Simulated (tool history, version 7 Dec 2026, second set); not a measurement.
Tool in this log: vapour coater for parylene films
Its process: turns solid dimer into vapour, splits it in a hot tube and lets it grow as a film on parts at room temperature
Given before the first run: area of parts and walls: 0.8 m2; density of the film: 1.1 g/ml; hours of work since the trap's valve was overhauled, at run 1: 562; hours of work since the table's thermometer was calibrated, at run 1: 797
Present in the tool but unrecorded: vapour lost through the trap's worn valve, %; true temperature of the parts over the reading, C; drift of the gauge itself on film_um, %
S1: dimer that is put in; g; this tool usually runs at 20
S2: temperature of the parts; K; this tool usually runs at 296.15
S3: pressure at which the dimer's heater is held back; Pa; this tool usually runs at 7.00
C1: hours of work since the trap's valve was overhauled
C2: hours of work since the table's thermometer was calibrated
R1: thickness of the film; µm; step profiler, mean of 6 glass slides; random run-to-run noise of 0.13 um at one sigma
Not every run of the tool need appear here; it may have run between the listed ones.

run	hour	S1	S2	S3	C1	C2	R1
1	0.0	20	296.15	7.00	562	797	15.91
2	46.7	20	296.15	7.00	600	836	15.88
3	73.4	20	296.15	3.50	622	858	17.97
4	101.9	20	296.15	10.66	646	881	14.64
# hour 157.3: trap's valve overhauled
5	159.4	20	296.15	10.66	2	925	14.61
6	222.7	20	296.15	10.66	54	977	14.37
7	255.6	20	296.15	7.00	81	1004	15.75
8	308.7	20	296.15	7.00	124	1048	16.00
9	373.0	20	296.15	7.00	177	1100	15.84
10	431.9	20	296.15	7.00	226	1149	15.89
11	479.2	20	296.15	7.00	265	1188	15.94
# hour 523.0: table's thermometer calibrated
12	529.1	20	296.15	7.00	305	5	15.63
13	561.9	20	296.15	7.00	332	32	15.73
14	605.6	20	296.15	7.00	368	68	15.97
15	649.2	20	296.15	7.00	403	104	16.00
16	681.0	20	296.15	7.00	430	130	15.76
17	707.5	20	296.15	7.00	451	152	15.60
18	739.6	20	296.15	7.00	478	178	15.67
19	804.1	20	296.15	7.00	531	231	15.64
20	830.3	20	308.15	7.00	552	253	9.97
21	871.0	20	308.15	7.00	586	286	10.04
22	901.4	20	308.15	7.00	611	311	10.03
23	961.6	20	308.15	7.00	660	360	10.09
# hour 996.0: trap's valve overhauled
24	1010.9	20	308.15	7.00	12	398	10.02
25	1076.0	8	298.15	2.86	66	451	6.80
26	1139.5	8	298.15	2.86	118	503	6.85
27	1195.8	21	296.15	7.00	164	550	16.49
28	1252.3	26	298.15	10.69	211	596	17.75
29	1307.8	20	296.15	8.46	256	642	15.29
30	1341.9	12	289.15	7.00	284	670	12.34
31	1373.9	12	289.15	7.00	311	696	12.30
32	1435.4	12	289.15	7.00	361	747	12.57
33	1473.4	12	296.15	4.09	392	778	10.42
34	1508.9	35	296.15	4.09	422	807	30.36
35	1560.5	35	296.15	4.09	464	849	30.16
36	1616.8	20	297.15	7.00	510	896	15.33
37	1652.9	20	291.15	7.00	540	925	19.00
38	1708.1	15	291.15	7.00	585	971	14.14
39	1767.1	8	296.15	7.00	634	1019	6.22
40	1803.2	20	296.15	5.56	663	1049	16.33
# hour 1836.3: trap's valve overhauled
41	1872.3	29	291.15	2.32	30	1102	31.91
42	1914.1	29	291.15	2.32	64	1137	32.33
43	1969.4	14	298.15	7.10	109	1182	10.16
44	2001.3	23	294.15	7.00	136	1209	19.42
# hour 2023.4: table's thermometer calibrated
45	2034.7	23	294.15	7.00	162	9	19.79
46	2078.2	30	304.15	3.50	198	45	19.64
47	2118.0	30	304.15	3.50	231	78	19.92

Selected run-to-run steps in R1, each split into two signed amounts: the part the tool would show with no hidden state at all (from settings, incoming material and random variation), and the remainder, which goes to the hidden state together with any gauge scatter not common to the measured and the hidden-state-free results:
Run 33 -> 34: S1 12 -> 35. R1 +19.94 µm: hidden state -0.13, all else +20.07.
Run 35 -> 36: S1 35 -> 20, S2 296.15 -> 297.15, S3 4.09 -> 7.00. R1 -14.83 µm: hidden state +0.10, all else -14.93.
Run 40 -> 41: S1 20 -> 29, S2 296.15 -> 291.15, S3 5.56 -> 2.32, trap's valve overhauled. R1 +15.58 µm: hidden state +0.13, all else +15.45.
Run 42 -> 43: S1 29 -> 14, S2 291.15 -> 298.15, S3 2.32 -> 7.10. R1 -22.17 µm: hidden state -0.03, all else -22.14.
